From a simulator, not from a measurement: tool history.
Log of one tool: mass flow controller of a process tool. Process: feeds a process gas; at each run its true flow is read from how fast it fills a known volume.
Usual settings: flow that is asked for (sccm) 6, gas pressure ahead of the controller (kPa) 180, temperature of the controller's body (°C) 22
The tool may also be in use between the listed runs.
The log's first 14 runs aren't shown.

run	hour	flow that is asked for (sccm)	gas pressure ahead of the controller (kPa)	temperature of the controller's body (°C)	true flow (%)
15	2752.1	6	194	22	94.56
# hour 2834.8: controller's zero set anew
16	2966.7	6	194	22	94.28
17	3177.5	6	194	22	94.30
# hour 3313.6: controller's zero set anew, once more
18	3386.8	6	180	22	95.99
19	3618.5	6	180	22	95.82
20	3810.2	6	180	22	95.73
21	4028.1	4	180	22	95.49
22	4272.8	6	180	22	95.87
23	4505.6	6	180	22	95.69
24	4672.1	3	180	22	95.10

The next listed run, before its measurement:
25	4952.7	3	180	22	?

true flow (%): 94.94
Without the tool's hidden state the same run would have given true flow (%) 97.07.
